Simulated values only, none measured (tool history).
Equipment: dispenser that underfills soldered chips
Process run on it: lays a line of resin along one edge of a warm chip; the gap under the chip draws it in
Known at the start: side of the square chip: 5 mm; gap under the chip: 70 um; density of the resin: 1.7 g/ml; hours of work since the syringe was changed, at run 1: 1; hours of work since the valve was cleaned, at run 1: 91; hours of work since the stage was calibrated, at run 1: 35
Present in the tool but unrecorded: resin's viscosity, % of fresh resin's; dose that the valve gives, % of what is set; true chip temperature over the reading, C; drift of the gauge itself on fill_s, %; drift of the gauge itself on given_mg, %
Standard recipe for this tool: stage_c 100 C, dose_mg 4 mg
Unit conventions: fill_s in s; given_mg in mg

| run | hour | stage_c | dose_mg | hours of work since the syringe was changed | hours of work since the valve was cleaned | hours of work since the stage was calibrated | fill_s | given_mg |
|---|---|---|---|---|---|---|---|---|
| 1 | 0 | 100 | 4 | 1 | 91 | 35 | 5.6 | 3.69 |
| 2 | 4.8 | 108 | 4 | 4 | 94 | 39 | 5.2 | 3.63 |
|  | 8.1 | new syringe of resin |
| 3 | 10.3 | 98 | 4 | 2 | 98 | 43 | 6.4 | 3.64 |
| 4 | 13.6 | 98 | 4 | 4 | 101 | 45 | 6.6 | 3.69 |
|  | 17.1 | new syringe of resin |
| 5 | 18.7 | 98 | 4 | 1 | 105 | 49 | 6 | 3.66 |
| 6 | 23.1 | 98 | 4 | 5 | 108 | 53 | 7.3 | 3.65 |
|  | 26.1 | new syringe of resin |
| 7 | 28.1 | 98 | 4 | 2 | 112 | 56 | 6.5 | 3.7 |
| 8 | 32.3 | 98 | 4 | 5 | 115 | 60 | 7.4 | 3.62 |
|  | 34.9 | new syringe of resin |
| 9 | 37.3 | 98 | 4 | 2 | 119 | 63 | 6.3 | 3.6 |
| 10 | 41.4 | 98 | 5.09 | 5 | 122 | 67 | 7.2 | 4.59 |
|  | 44 | new syringe of resin |
| 11 | 45.6 | 98 | 5.09 | 1 | 125 | 70 | 5.7 | 4.55 |
| 12 | 50.2 | 100 | 4 | 5 | 129 | 73 | 7 | 3.54 |
|  | 51.9 | dispensing valve cleaned and set on the balance |
|  | 53.8 | new syringe of resin |
| 13 | 54.5 | 100 | 4 | 1 | 2 | 76 | 5.7 | 4.04 |
| 14 | 57.4 | 100 | 4 | 3 | 4 | 78 | 6 | 3.99 |
|  | 62.7 | new syringe of resin |
| 15 | 63.4 | 100 | 4.47 | 1 | 9 | 82 | 5.6 | 4.45 |
| 16 | 68.2 | 100 | 4.47 | 4 | 12 | 86 | 5.9 | 4.45 |
|  | 71.4 | new syringe of resin |
| 17 | 72.4 | 100 | 4.47 | 1 | 16 | 89 | 5.4 | 4.38 |
| 18 | 76.5 | 100 | 4.47 | 4 | 19 | 93 | 6.3 | 4.34 |
|  | 80.2 | new syringe of resin |
| 19 | 80.6 | 100 | 3.55 | 0 | 22 | 96 | 5.7 | 3.53 |
| 20 | 83.1 | 87 | 3.83 | 2 | 24 | 98 | 9.3 | 3.67 |
| 21 | 86.6 | 87 | 3.83 | 5 | 26 | 100 | 10.1 | 3.76 |
|  | 88.9 | new syringe of resin |
| 22 | 91.3 | 95 | 3.81 | 2 | 30 | 104 | 6.8 | 3.72 |
| 23 | 93.9 | 105 | 4.65 | 4 | 32 | 106 | 5.3 | 4.5 |
|  | 97.9 | new syringe of resin |
| 24 | 98.2 | 105 | 4.65 | 0 | 35 | 109 | 4.6 | 4.58 |
| 25 | 101.3 | 96 | 5 | 3 | 38 | 112 | 6.4 | 4.83 |
|  | 106.6 | new syringe of resin |
| 26 | 106.7 | 96 | 5 | 0 | 42 | 116 | 6 | 4.9 |
| 27 | 111.8 | 91 | 4.48 | 4 | 46 | 120 | 7.8 | 4.31 |
|  | 115.5 | new syringe of resin |
| 28 | 115.7 | 100 | 4.77 | 0 | 49 | 122 | 5.6 | 4.59 |
| 29 | 118.8 | 87 | 3.55 | 3 | 51 | 125 | 9.1 | 3.46 |
| 30 | 122 | 108 | 4.23 | 5 | 54 | 127 | 5.6 | 4.07 |
|  | 124.5 | new syringe of resin |
| 31 | 126.1 | 108 | 4.23 | 1 | 57 | 130 | 4.4 | 4.08 |
| 32 | 129.6 | 89 | 3.7 | 4 | 59 | 133 | 9 | 3.5 |
| 33 | 132.6 | 108 | 4.78 | 6 | 62 | 136 | 5.3 | 4.57 |
|  | 133.2 | new syringe of resin |
| 34 | 138.2 | 108 | 3.87 | 4 | 66 | 140 | 5.1 | 3.73 |
| 35 | 140.5 | 108 | 3.87 | 6 | 68 | 142 | 5.3 | 3.68 |
|  | 142.4 | new syringe of resin |
| 36 | 145.3 | 114 | 5.12 | 2 | 71 | 145 | 4.5 | 4.9 |

For each run, the measured value with the value that run would have given without the tool's hidden condition subtracted. The run-to-run variation is shared by both, the gauge scatter possibly not:
| run | fill_s | given_mg |
|---|---|---|
| 1 | +0.1 | -0.31 |
| 2 | +0.7 | -0.33 |
| 3 | +0.5 | -0.34 |
| 4 | +1.2 | -0.34 |
| 5 | +0.4 | -0.36 |
| 6 | +1.2 | -0.37 |
| 7 | +0.5 | -0.38 |
| 8 | +1.4 | -0.4 |
| 9 | +0.6 | -0.41 |
| 10 | +1.3 | -0.53 |
| 11 | +0.1 | -0.54 |
| 12 | +1 | -0.44 |
| 13 | -0.1 | +0 |
| 14 | +0.4 | -0.01 |
| 15 | -0.1 | -0.03 |
| 16 | +0.8 | -0.04 |
| 17 | +0.1 | -0.05 |
| 18 | +0.8 | -0.06 |
| 19 | +0 | -0.05 |
| 20 | +0.6 | -0.07 |
| 21 | +1.6 | -0.08 |
| 22 | +0.3 | -0.08 |
| 23 | +0.7 | -0.11 |
| 24 | +0 | -0.12 |
| 25 | +0.5 | -0.15 |
| 26 | -0.2 | -0.17 |
| 27 | +0.9 | -0.17 |
| 28 | -0.1 | -0.18 |
| 29 | +0.7 | -0.14 |
| 30 | +0.9 | -0.17 |
| 31 | +0.1 | -0.19 |
| 32 | +1.2 | -0.17 |
| 33 | +1 | -0.23 |
| 34 | +0.6 | -0.2 |
| 35 | +0.9 | -0.21 |
| 36 | +0.2 | -0.29 |

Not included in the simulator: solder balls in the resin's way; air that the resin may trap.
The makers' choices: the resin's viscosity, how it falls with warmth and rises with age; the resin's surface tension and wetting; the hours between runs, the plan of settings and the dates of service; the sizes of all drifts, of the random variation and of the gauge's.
